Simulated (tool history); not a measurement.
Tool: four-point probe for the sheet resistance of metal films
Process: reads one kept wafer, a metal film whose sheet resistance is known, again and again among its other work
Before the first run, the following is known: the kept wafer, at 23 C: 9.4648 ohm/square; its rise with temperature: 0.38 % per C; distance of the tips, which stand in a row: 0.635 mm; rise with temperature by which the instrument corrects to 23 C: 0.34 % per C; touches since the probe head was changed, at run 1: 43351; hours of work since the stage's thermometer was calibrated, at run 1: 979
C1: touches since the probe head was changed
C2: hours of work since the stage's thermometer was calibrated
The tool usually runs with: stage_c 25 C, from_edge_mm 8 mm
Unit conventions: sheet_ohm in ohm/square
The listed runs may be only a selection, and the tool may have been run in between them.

Run 1, day 0: usual settings; C1 43351; C2 979. Result: sheet_ohm 9.548307 ohm/square.
Run 2, day 1.317: usual settings but stage_c 29 C; C1 44498; C2 997. Result: sheet_ohm 9.566855 ohm/square.
Run 3, day 3.942: usual settings but stage_c 29 C; C1 46791; C2 1032. Result: sheet_ohm 9.568861 ohm/square.
Run 4, day 6.158: usual settings but stage_c 29 C; C1 48726; C2 1061. Result: sheet_ohm 9.570092 ohm/square.
Run 5, day 8.45: usual settings but stage_c 29 C; C1 50726; C2 1092. Result: sheet_ohm 9.577623 ohm/square.
Run 6, day 10.121: usual settings but stage_c 29 C; C1 52184; C2 1114. Result: sheet_ohm 9.575964 ohm/square.
Run 7, day 11.792: usual settings but stage_c 29 C; C1 53641; C2 1136. Result: sheet_ohm 9.577455 ohm/square.
Run 8, day 13.183: usual settings; C1 54858; C2 1155. Result: sheet_ohm 9.564159 ohm/square.
Run 9, day 15.329: usual settings; C1 56729; C2 1183. Result: sheet_ohm 9.567053 ohm/square.
Run 10, day 17.067: usual settings; C1 58245; C2 1206. Result: sheet_ohm 9.565214 ohm/square.
Run 11, day 18.571: usual settings but stage_c 26 C, from_edge_mm 4 mm; C1 59559; C2 1226. Result: sheet_ohm 9.66722 ohm/square.
Run 12, day 19.888: usual settings but stage_c 21 C; C1 60706; C2 1244. Result: sheet_ohm 9.550332 ohm/square.
Run 13, day 21.712: usual settings but stage_c 20 C, from_edge_mm 24 mm; C1 62301; C2 1268. Result: sheet_ohm 9.518779 ohm/square.
Run 14, day 24.808: usual settings but stage_c 20 C, from_edge_mm 24 mm; C1 65003; C2 1310. Result: sheet_ohm 9.521708 ohm/square.

Forecast run 15:
Run 15, day 27.904: usual settings but stage_c 24 C, from_edge_mm 6 mm; C1 67705; C2 1351. Result: sheet_ohm ?.

sheet_ohm: 9.599627 ohm/square
Minus the tool's unlogged condition, the same run would have read sheet_ohm 9.527971 ohm/square.
